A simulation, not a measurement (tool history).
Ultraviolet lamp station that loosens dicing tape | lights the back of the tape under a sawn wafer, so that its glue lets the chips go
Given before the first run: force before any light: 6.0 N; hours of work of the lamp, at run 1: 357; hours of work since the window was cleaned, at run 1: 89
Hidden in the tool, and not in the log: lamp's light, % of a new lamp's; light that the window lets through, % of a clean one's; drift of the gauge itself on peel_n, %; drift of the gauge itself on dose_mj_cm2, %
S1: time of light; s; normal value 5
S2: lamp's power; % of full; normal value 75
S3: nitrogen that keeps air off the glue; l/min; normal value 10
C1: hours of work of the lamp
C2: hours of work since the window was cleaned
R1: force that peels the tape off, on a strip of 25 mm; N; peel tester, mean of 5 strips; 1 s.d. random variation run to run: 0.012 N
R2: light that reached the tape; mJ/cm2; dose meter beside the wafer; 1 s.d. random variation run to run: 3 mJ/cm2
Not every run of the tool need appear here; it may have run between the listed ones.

run   hour  S1  S2  S3   C1   C2     R1   R2
  1      0   5  75  10  357   89  0.552  445
  2   33.3   5  63  10  373  105  0.805  372
  3   55.7   5  63  10  384  115  0.777  374
  4   94.7   3  75  10  402  134  1.365  263
  5  114.1   3  75  10  411  143  1.358  269
  6  154.6   3  75  10  431  163  1.367  263
  7  177.5   3  75  10  442  174  1.371  268
  8  204.8   3  75  10  455  187   1.34  268
  9  233.5   5  75  16  468  200  0.438  448
 10  252.2   5  75   9  477  209  0.593  440
 11  285.3   5  75   9  493  225  0.587  442
 12  319.7   5  75   9  510  241    0.6  444
 13  340.5   5  75  10  519  251  0.564  446
 14    377   5  96   3  537  269  0.692  565
 15  408.2   5  96   3  552  284  0.666  571
 16  432.5   3  78  19  563  295  1.029  276
 17  473.4   7  75  10  583  315  0.288  617
 18  505.8   6  93  10  598  330  0.254  657
 19  524.8   9  66  14  607  339  0.205  701
 20  568.8   9  66  14  628  360  0.205  699
 21  591.4   9  66  12  639  371  0.217  696
     593.9  -- window cleaned of glue's vapour
 22  626.4   3  75   3  656   16  2.156  268
 23  652.6   3  86  10  668   28  1.046  300
 24  674.1   6  99  15  678   38  0.217  703
 25  698.4   7  66   6  690   50  0.497  547
 26  720.5   7  66   6  701   60  0.498  545

4 options for the next run, each taken on its own from the tool as it stands now. Forecast them:
  A  739.2   5  96  10  710  69   ?   ?
  B  739.2   5  94  20  710  69   ?   ?
  C  739.2  10  66   3  710  69   ?   ?
  D  739.2  10  64  11  710  69   ?   ?

run     R1   R2
  A  0.342  564
  B  0.263  550
  C  0.371  775
  D  0.194  749
Without the tool's hidden state the same runs would have given:
run     R1   R2
  A   0.34  566
  B  0.262  551
  C  0.369  777
  D  0.194  751

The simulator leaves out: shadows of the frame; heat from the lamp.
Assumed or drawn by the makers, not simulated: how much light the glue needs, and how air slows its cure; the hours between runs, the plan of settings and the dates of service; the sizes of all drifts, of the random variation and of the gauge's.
